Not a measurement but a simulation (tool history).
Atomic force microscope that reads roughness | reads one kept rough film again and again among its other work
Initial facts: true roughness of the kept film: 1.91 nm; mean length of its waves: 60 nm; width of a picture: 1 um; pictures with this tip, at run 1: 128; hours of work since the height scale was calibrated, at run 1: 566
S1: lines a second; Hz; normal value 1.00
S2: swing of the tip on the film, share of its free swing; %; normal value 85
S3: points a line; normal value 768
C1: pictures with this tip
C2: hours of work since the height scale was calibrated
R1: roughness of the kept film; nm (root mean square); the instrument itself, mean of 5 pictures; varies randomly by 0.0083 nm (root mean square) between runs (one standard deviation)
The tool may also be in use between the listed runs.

Run 1, hour 0.0: usual settings; C1 128; C2 566. Result: R1 1.795 nm (root mean square).
Run 2, hour 22.8: usual settings but S1 2.91 Hz; C1 173; C2 583. Result: R1 1.694 nm (root mean square).
Run 3, hour 62.9: usual settings but S1 2.91 Hz; C1 251; C2 614. Result: R1 1.688 nm (root mean square).
Run 4, hour 95.0: usual settings but S1 2.91 Hz; C1 313; C2 638. Result: R1 1.688 nm (root mean square).
At hour 106.5: new tip fitted.
Run 5, hour 137.5: usual settings but S1 2.91 Hz; C1 60; C2 669. Result: R1 1.701 nm (root mean square).
Run 6, hour 181.3: usual settings but S1 2.91 Hz; C1 145; C2 702. Result: R1 1.690 nm (root mean square).
Run 7, hour 213.9: usual settings but S1 2.91 Hz; C1 209; C2 727. Result: R1 1.704 nm (root mean square).
Run 8, hour 241.0: usual settings; C1 262; C2 747. Result: R1 1.782 nm (root mean square).
Run 9, hour 276.3: usual settings but S3 441; C1 330; C2 774. Result: R1 1.797 nm (root mean square).
At hour 280.8: new tip fitted.
Run 10, hour 303.8: usual settings but S3 441; C1 45; C2 794. Result: R1 1.804 nm (root mean square).
Run 11, hour 333.8: usual settings but S3 441; C1 103; C2 817. Result: R1 1.814 nm (root mean square).
Run 12, hour 367.3: usual settings but S3 441; C1 169; C2 842. Result: R1 1.797 nm (root mean square).
Run 13, hour 389.8: usual settings but S1 3.33 Hz; C1 212; C2 859. Result: R1 1.677 nm (root mean square).
Run 14, hour 409.5: usual settings but S1 3.33 Hz; C1 251; C2 874. Result: R1 1.676 nm (root mean square).
Run 15, hour 428.8: usual settings; C1 288; C2 889. Result: R1 1.800 nm (root mean square).
At hour 453.0: new tip fitted.
Run 16, hour 468.8: usual settings but S2 66 %; C1 30; C2 918. Result: R1 1.850 nm (root mean square).
Run 17, hour 493.4: usual settings but S2 66 %; C1 78; C2 937. Result: R1 1.845 nm (root mean square).
Run 18, hour 521.7: usual settings but S2 66 %; C1 133; C2 958. Result: R1 1.848 nm (root mean square).
Run 19, hour 539.7: usual settings but S2 66 %; C1 168; C2 972. Result: R1 1.847 nm (root mean square).
Run 20, hour 567.6: usual settings; C1 223; C2 993. Result: R1 1.799 nm (root mean square).
Run 21, hour 588.7: usual settings but S2 67 %; C1 264; C2 1009. Result: R1 1.830 nm (root mean square).
Run 22, hour 615.9: usual settings but S2 67 %; C1 317; C2 1029. Result: R1 1.847 nm (root mean square).
At hour 625.1: new tip fitted.
Run 23, hour 654.7: usual settings but S2 67 %; C1 57; C2 1058. Result: R1 1.851 nm (root mean square).
Run 24, hour 674.8: usual settings but S1 0.78 Hz, S2 74 %; C1 97; C2 1073. Result: R1 1.844 nm (root mean square).
Run 25, hour 699.6: usual settings but S1 0.90 Hz, S2 59 %, S3 925; C1 145; C2 1092. Result: R1 1.861 nm (root mean square).
Run 26, hour 719.8: usual settings but S1 0.90 Hz, S2 59 %, S3 925; C1 184; C2 1107. Result: R1 1.854 nm (root mean square).
Run 27, hour 749.3: usual settings but S1 0.90 Hz, S2 59 %, S3 925; C1 242; C2 1129. Result: R1 1.857 nm (root mean square).
Run 28, hour 782.0: usual settings but S1 0.90 Hz, S2 59 %, S3 925; C1 305; C2 1154. Result: R1 1.850 nm (root mean square).
At hour 799.3: new tip fitted.
Run 29, hour 812.0: usual settings but S1 2.24 Hz, S2 59 %, S3 925; C1 25; C2 1176. Result: R1 1.828 nm (root mean square).
Run 30, hour 850.1: usual settings but S3 353; C1 99; C2 1205. Result: R1 1.795 nm (root mean square).
Run 31, hour 879.6: usual settings but S1 0.76 Hz, S2 56 %, S3 736; C1 156; C2 1227. Result: R1 1.851 nm (root mean square).
Run 32, hour 916.0: usual settings but S1 0.76 Hz, S2 56 %, S3 406; C1 227; C2 1254. Result: R1 1.850 nm (root mean square).

Estimate the outcome of run 33 from the log above:
Run 33, hour 945.1: usual settings but S1 2.07 Hz, S2 61 %, S3 418; C1 284; C2 1276. Result: R1 ?.

{"run 33": {"R1": 1.818}}
Had the tool carried no hidden state, the very same run would have given R1 1.825 nm (root mean square).
